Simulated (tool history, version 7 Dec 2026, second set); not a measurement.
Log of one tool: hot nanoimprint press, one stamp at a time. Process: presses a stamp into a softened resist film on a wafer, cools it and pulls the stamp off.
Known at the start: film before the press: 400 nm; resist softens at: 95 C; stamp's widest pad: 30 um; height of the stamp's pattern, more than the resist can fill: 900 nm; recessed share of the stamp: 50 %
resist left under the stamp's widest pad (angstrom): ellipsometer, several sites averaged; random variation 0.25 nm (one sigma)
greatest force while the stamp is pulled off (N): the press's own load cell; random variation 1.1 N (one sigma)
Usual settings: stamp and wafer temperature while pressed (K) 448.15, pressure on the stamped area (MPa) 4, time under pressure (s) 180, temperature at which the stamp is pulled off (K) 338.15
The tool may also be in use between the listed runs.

run	hour	stamp and wafer temperature while pressed (K)	pressure on the stamped area (MPa)	time under pressure (s)	temperature at which the stamp is pulled off (K)	resist left under the stamp's widest pad (angstrom)	greatest force while the stamp is pulled off (N)
1	0	448.15	4	180	338.15	1980	118
2	23.1	448.15	4	180	338.15	1983	121
3	50.9	448.15	4	180	338.15	1976	118
4	81.7	448.15	4	180	344.15	1977	103
5	113.8	448.15	4	180	331.15	1973	142
6	145	448.15	4	180	338.15	1970	120
# hour 165.4: press's hydraulic seals changed and the load cell set to zero
7	175.9	448.15	4	180	343.15	1972	103
8	204.6	448.15	4	180	343.15	1967	103
9	239	456.15	4	180	343.15	1601	106
10	265.8	456.15	4	346	343.15	1255	103
11	286.9	448.15	4	180	326.15	1963	156
12	321.8	441.15	5.66	115	339.15	2310	115
13	347.2	454.15	4	101	344.15	2054	102
14	373.1	448.15	5.86	180	323.15	1616	167
15	392.7	438.15	2.44	289	332.15	2696	139
16	423.7	438.15	2.44	289	332.15	2700	137
# hour 437.6: stamp cleaned and given a new release coat
17	453.9	460.15	4	180	338.15	1443	118
18	482.3	458.15	4	180	332.15	1518	136
# hour 504.4: plate thermocouple calibrated
19	504.4	455.15	4	313	338.15	1337	117
20	524.2	439.15	3.42	92	336.15	3051	126
21	544	439.15	3.42	92	336.15	3051	125
22	562.6	447.15	3.96	184	328.15	2009	150

Forecast each of these 5 alternatives for the next run:
A	584.4	448.15	4.1	180	330.15	?	?
B	584.4	448.15	2.51	329	335.15	?	?
C	584.4	448.15	4.37	180	338.15	?	?
D	584.4	448.15	2.8	180	338.15	?	?
E	584.4	448.15	4	97	338.15	?	?

run	resist left under the stamp's widest pad (angstrom)	greatest force while the stamp is pulled off (N)
A	1934	144
B	2014	130
C	1873	119
D	2310	119
E	2376	118
Without the tool's hidden state the same runs would have given:
run	resist left under the stamp's widest pad (angstrom)	greatest force while the stamp is pulled off (N)
A	1955	144
B	2035	130
C	1893	119
D	2335	119
E	2401	117
